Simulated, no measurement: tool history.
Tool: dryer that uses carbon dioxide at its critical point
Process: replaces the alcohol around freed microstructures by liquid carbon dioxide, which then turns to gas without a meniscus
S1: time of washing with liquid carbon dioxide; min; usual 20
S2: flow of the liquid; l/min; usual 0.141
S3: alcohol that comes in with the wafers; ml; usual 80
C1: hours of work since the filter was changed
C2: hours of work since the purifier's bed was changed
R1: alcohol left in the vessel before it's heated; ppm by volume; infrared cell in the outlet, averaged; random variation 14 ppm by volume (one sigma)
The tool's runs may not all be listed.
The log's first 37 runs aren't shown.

| run | hour | S1 | S2 | S3 | C1 | C2 | R1 |
|---|---|---|---|---|---|---|---|
| 38 | 1767.5 | 20 | 0.141 | 45 | 108 | 345 | 746 |
| 39 | 1831.1 | 20 | 0.141 | 45 | 131 | 368 | 792 |
| 40 | 1885.0 | 20 | 0.158 | 80 | 150 | 387 | 812 |
| 41 | 1952.3 | 20 | 0.158 | 80 | 174 | 411 | 866 |
| 42 | 2014.4 | 20 | 0.158 | 80 | 196 | 433 | 939 |
|  | 2037.5 | inlet filter changed |
| 43 | 2076.4 | 20 | 0.120 | 76 | 14 | 455 | 2027 |
| 44 | 2123.6 | 30 | 0.096 | 90 | 31 | 472 | 1124 |
| 45 | 2159.3 | 30 | 0.096 | 90 | 43 | 484 | 1133 |
| 46 | 2224.4 | 24 | 0.234 | 60 | 66 | 507 | 137 |
| 47 | 2290.0 | 18 | 0.234 | 60 | 90 | 531 | 205 |

4 ways to go on from here, each from the tool as it stands after run 47. What would each give?
| A | 2328.2 | 29 | 0.234 | 60 | 103 | 544 | ? |
| B | 2328.2 | 18 | 0.163 | 23 | 103 | 544 | ? |
| C | 2328.2 | 18 | 0.195 | 60 | 103 | 544 | ? |
| D | 2328.2 | 15 | 0.142 | 80 | 103 | 544 | ? |

| run | R1 |
|---|---|
| A | 146 |
| B | 413 |
| C | 387 |
| D | 3846 |
Without the tool's hidden state the same runs would have given:
| run | R1 |
|---|---|
| A | 11 |
| B | 201 |
| C | 172 |
| D | 2957 |
